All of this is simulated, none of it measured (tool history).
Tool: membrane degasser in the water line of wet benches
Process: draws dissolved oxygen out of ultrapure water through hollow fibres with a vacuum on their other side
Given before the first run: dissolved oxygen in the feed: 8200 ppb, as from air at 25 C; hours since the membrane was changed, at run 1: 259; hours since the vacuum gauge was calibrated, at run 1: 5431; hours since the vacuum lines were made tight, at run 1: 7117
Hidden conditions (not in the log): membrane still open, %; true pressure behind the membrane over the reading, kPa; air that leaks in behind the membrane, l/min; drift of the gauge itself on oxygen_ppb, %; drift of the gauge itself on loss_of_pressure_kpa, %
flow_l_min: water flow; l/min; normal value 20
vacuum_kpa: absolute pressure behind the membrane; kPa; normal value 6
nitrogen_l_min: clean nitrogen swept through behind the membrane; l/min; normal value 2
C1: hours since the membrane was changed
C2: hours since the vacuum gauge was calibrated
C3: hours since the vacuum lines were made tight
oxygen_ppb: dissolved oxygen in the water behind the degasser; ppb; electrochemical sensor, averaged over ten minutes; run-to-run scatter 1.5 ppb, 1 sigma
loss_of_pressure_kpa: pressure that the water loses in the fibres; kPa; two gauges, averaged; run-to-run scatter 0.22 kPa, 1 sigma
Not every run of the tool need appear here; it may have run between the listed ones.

run 1 day=0 | flow_l_min=20 vacuum_kpa=6 nitrogen_l_min=2 | C1=259 C2=5431 C3=7117 | oxygen_ppb=152.3 loss_of_pressure_kpa=55
-- day=0.717 vacuum gauge calibrated
run 2 day=2.221 | flow_l_min=20 vacuum_kpa=6 nitrogen_l_min=2 | C1=311 C2=36 C3=7170 | oxygen_ppb=152.7 loss_of_pressure_kpa=54.65
run 3 day=4.483 | flow_l_min=20 vacuum_kpa=6 nitrogen_l_min=2 | C1=366 C2=90 C3=7224 | oxygen_ppb=153 loss_of_pressure_kpa=54.7
run 4 day=5.529 | flow_l_min=20 vacuum_kpa=6 nitrogen_l_min=2 | C1=391 C2=116 C3=7249 | oxygen_ppb=151 loss_of_pressure_kpa=54.5
run 5 day=6.571 | flow_l_min=20 vacuum_kpa=5.24 nitrogen_l_min=2 | C1=416 C2=141 C3=7274 | oxygen_ppb=135.1 loss_of_pressure_kpa=54.65
run 6 day=8.362 | flow_l_min=20 vacuum_kpa=6 nitrogen_l_min=2 | C1=459 C2=183 C3=7317 | oxygen_ppb=153.7 loss_of_pressure_kpa=54.91
run 7 day=9.796 | flow_l_min=20 vacuum_kpa=6 nitrogen_l_min=2 | C1=493 C2=218 C3=7351 | oxygen_ppb=151.7 loss_of_pressure_kpa=54.54
-- day=10.717 vacuum gauge calibrated, once more
run 8 day=11.158 | flow_l_min=20 vacuum_kpa=6 nitrogen_l_min=2 | C1=525 C2=11 C3=7384 | oxygen_ppb=148.9 loss_of_pressure_kpa=54.81
run 9 day=12.454 | flow_l_min=20 vacuum_kpa=6 nitrogen_l_min=2 | C1=556 C2=42 C3=7415 | oxygen_ppb=151.7 loss_of_pressure_kpa=54.96
run 10 day=13.662 | flow_l_min=20 vacuum_kpa=13.24 nitrogen_l_min=4.07 | C1=586 C2=71 C3=7444 | oxygen_ppb=204 loss_of_pressure_kpa=55.04
run 11 day=15.842 | flow_l_min=20 vacuum_kpa=5.27 nitrogen_l_min=2 | C1=638 C2=123 C3=7496 | oxygen_ppb=133.5 loss_of_pressure_kpa=54.94
run 12 day=16.946 | flow_l_min=17 vacuum_kpa=11.45 nitrogen_l_min=0.86 | C1=664 C2=149 C3=7523 | oxygen_ppb=403.5 loss_of_pressure_kpa=46.2
run 13 day=17.9 | flow_l_min=17 vacuum_kpa=11.45 nitrogen_l_min=0.86 | C1=687 C2=172 C3=7545 | oxygen_ppb=405.8 loss_of_pressure_kpa=46.42
run 14 day=19.054 | flow_l_min=21 vacuum_kpa=6.06 nitrogen_l_min=2 | C1=715 C2=200 C3=7573 | oxygen_ppb=164.4 loss_of_pressure_kpa=57.56
run 15 day=19.971 | flow_l_min=14 vacuum_kpa=12.72 nitrogen_l_min=3.61 | C1=737 C2=222 C3=7595 | oxygen_ppb=122 loss_of_pressure_kpa=38.45
run 16 day=21.925 | flow_l_min=16 vacuum_kpa=9.98 nitrogen_l_min=1.08 | C1=784 C2=269 C3=7642 | oxygen_ppb=274.7 loss_of_pressure_kpa=43.83

Some steps in oxygen_ppb between neighbouring runs. How much of each would the tool show without its hidden state too (settings, what came in, random variation), and how much is left for the hidden state, with any gauge scatter that isn't in both results?
Run 11 -> 12: flow_l_min 20 -> 17, vacuum_kpa 5.27 -> 11.45, nitrogen_l_min 2 -> 0.86. oxygen_ppb +270 ppb: hidden state +3.7, all else +266.3.
